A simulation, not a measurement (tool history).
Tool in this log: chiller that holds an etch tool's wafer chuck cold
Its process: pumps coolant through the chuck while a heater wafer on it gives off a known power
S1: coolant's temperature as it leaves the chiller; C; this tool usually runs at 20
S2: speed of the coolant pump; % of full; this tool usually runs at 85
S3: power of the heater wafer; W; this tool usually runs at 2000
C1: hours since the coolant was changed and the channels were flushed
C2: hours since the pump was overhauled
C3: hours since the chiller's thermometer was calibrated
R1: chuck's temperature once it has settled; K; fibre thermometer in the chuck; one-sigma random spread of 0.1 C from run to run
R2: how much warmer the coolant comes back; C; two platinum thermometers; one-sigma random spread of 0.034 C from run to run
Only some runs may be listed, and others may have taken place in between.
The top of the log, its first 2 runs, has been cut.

| run | hour | S1 | S2 | S3 | C1 | C2 | C3 | R1 | R2 |
|---|---|---|---|---|---|---|---|---|---|
| 3 | 42.0 | 20 | 85 | 1228 | 2147 | 669 | 272 | 301.55 | 3.29 |
| 4 | 60.7 | 20 | 85 | 1934 | 2166 | 688 | 291 | 306.55 | 5.23 |
| 5 | 75.4 | 20 | 61 | 2000 | 2180 | 703 | 306 | 311.05 | 7.57 |
| 6 | 95.8 | 20 | 61 | 2000 | 2201 | 723 | 326 | 311.05 | 7.64 |
| 7 | 116.4 | 20 | 61 | 2000 | 2221 | 744 | 347 | 311.05 | 7.65 |
| 8 | 144.6 | 12 | 85 | 2000 | 2250 | 772 | 375 | 299.05 | 5.35 |
| 9 | 167.0 | 12 | 85 | 2000 | 2272 | 794 | 397 | 299.05 | 5.39 |
| 10 | 182.8 | 24 | 85 | 2000 | 2288 | 810 | 413 | 311.15 | 5.40 |
| 11 | 211.1 | 24 | 85 | 2000 | 2316 | 838 | 441 | 311.35 | 5.36 |
| 12 | 225.7 | 24 | 85 | 2000 | 2331 | 853 | 456 | 311.35 | 5.35 |
| 13 | 251.6 | 24 | 85 | 2000 | 2357 | 879 | 482 | 311.35 | 5.37 |
| 14 | 273.2 | 24 | 85 | 1436 | 2378 | 901 | 503 | 307.45 | 3.92 |
| 15 | 301.5 | 24 | 85 | 1436 | 2407 | 929 | 532 | 307.45 | 3.86 |
| 16 | 321.8 | 24 | 85 | 1436 | 2427 | 949 | 552 | 307.15 | 3.92 |
| 17 | 349.4 | 11 | 85 | 1267 | 2454 | 977 | 580 | 293.15 | 3.43 |
| 18 | 372.2 | 11 | 85 | 1267 | 2477 | 1000 | 602 | 293.15 | 3.44 |
| 19 | 390.0 | 11 | 72 | 1853 | 2495 | 1017 | 620 | 299.15 | 5.91 |
| 20 | 411.3 | 25 | 72 | 2567 | 2516 | 1039 | 641 | 318.95 | 8.31 |
| 21 | 427.5 | 25 | 72 | 2567 | 2533 | 1055 | 658 | 318.85 | 8.28 |
| 22 | 452.0 | 25 | 72 | 2567 | 2557 | 1079 | 682 | 319.05 | 8.30 |

Run 23 has not been measured yet. What should we expect?
| 23 | 471.7 | 25 | 72 | 2567 | 2577 | 1099 | 702 | ? | ? |

Run 23 measured R1 318.95 K, R2 8.28 C.
With the hidden condition absent and the run-to-run variation left alone, this run would have shown R1 316.55 K, R2 8.00 C.
